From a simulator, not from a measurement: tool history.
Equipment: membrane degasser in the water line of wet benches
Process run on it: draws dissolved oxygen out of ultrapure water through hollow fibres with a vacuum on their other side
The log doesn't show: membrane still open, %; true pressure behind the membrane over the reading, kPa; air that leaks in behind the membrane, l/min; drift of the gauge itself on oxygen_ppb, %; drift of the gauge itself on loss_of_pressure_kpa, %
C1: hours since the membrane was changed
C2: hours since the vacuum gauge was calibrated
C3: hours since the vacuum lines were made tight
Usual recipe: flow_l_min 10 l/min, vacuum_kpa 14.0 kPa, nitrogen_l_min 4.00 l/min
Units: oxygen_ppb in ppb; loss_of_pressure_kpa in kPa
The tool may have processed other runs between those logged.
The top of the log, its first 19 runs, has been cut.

{"run": 20, "hour": 4530.2, "flow_l_min": 10, "vacuum_kpa": 33.7, "nitrogen_l_min": 4.15, "C1": 11736, "C2": 370, "C3": 7803, "oxygen_ppb": 357.5, "loss_of_pressure_kpa": 49.93}
{"run": 21, "hour": 4750.6, "flow_l_min": 6, "vacuum_kpa": 30.5, "nitrogen_l_min": 4.0, "C1": 11957, "C2": 590, "C3": 8023, "oxygen_ppb": 126.5, "loss_of_pressure_kpa": 29.87}
{"run": 22, "hour": 5081.6, "flow_l_min": 6, "vacuum_kpa": 30.5, "nitrogen_l_min": 4.0, "C1": 12288, "C2": 921, "C3": 8354, "oxygen_ppb": 126.2, "loss_of_pressure_kpa": 30.38}
{"run": 23, "hour": 5248.4, "flow_l_min": 6, "vacuum_kpa": 30.5, "nitrogen_l_min": 4.0, "C1": 12454, "C2": 1088, "C3": 8521, "oxygen_ppb": 127.5, "loss_of_pressure_kpa": 29.98}
{"run": 24, "hour": 5468.9, "flow_l_min": 7, "vacuum_kpa": 19.3, "nitrogen_l_min": 1.68, "C1": 12675, "C2": 1308, "C3": 8742, "oxygen_ppb": 210.5, "loss_of_pressure_kpa": 35.22}
{"run": 25, "hour": 5640.7, "flow_l_min": 9, "vacuum_kpa": 34.2, "nitrogen_l_min": 3.32, "C1": 12847, "C2": 1480, "C3": 8913, "oxygen_ppb": 331.3, "loss_of_pressure_kpa": 44.79}
{"run": 26, "hour": 5986.3, "flow_l_min": 9, "vacuum_kpa": 34.2, "nitrogen_l_min": 3.26, "C1": 13192, "C2": 1826, "C3": 9259, "oxygen_ppb": 337.7, "loss_of_pressure_kpa": 44.94}
{"run": 27, "hour": 6229.4, "flow_l_min": 9, "vacuum_kpa": 15.9, "nitrogen_l_min": 3.26, "C1": 13436, "C2": 2069, "C3": 9502, "oxygen_ppb": 219.3, "loss_of_pressure_kpa": 45.2}
{"hour": 6344.5, "done": "seals of the vacuum lines changed"}
{"run": 28, "hour": 6393.0, "flow_l_min": 8, "vacuum_kpa": 12.2, "nitrogen_l_min": 2.28, "C1": 13597, "C2": 2230, "C3": 48, "oxygen_ppb": 161.7, "loss_of_pressure_kpa": 40.11}
{"run": 29, "hour": 6627.6, "flow_l_min": 8, "vacuum_kpa": 12.2, "nitrogen_l_min": 2.28, "C1": 13832, "C2": 2465, "C3": 283, "oxygen_ppb": 160.4, "loss_of_pressure_kpa": 40.1}
{"run": 30, "hour": 6958.8, "flow_l_min": 7, "vacuum_kpa": 24.2, "nitrogen_l_min": 2.86, "C1": 14163, "C2": 2796, "C3": 614, "oxygen_ppb": 176.4, "loss_of_pressure_kpa": 35.06}

Estimate the outcome of run 31 from the log above:
{"run": 31, "hour": 7116.3, "flow_l_min": 10, "vacuum_kpa": 27.1, "nitrogen_l_min": 5.43, "C1": 14320, "C2": 2954, "C3": 772, "oxygen_ppb": "?", "loss_of_pressure_kpa": "?"}

oxygen_ppb: 289.3 ppb
loss_of_pressure_kpa: 50.34 kPa
Take away the tool's hidden state, keep the run-to-run variation as it was, and the same run would have given oxygen_ppb 288.6 ppb, loss_of_pressure_kpa 49.31 kPa.
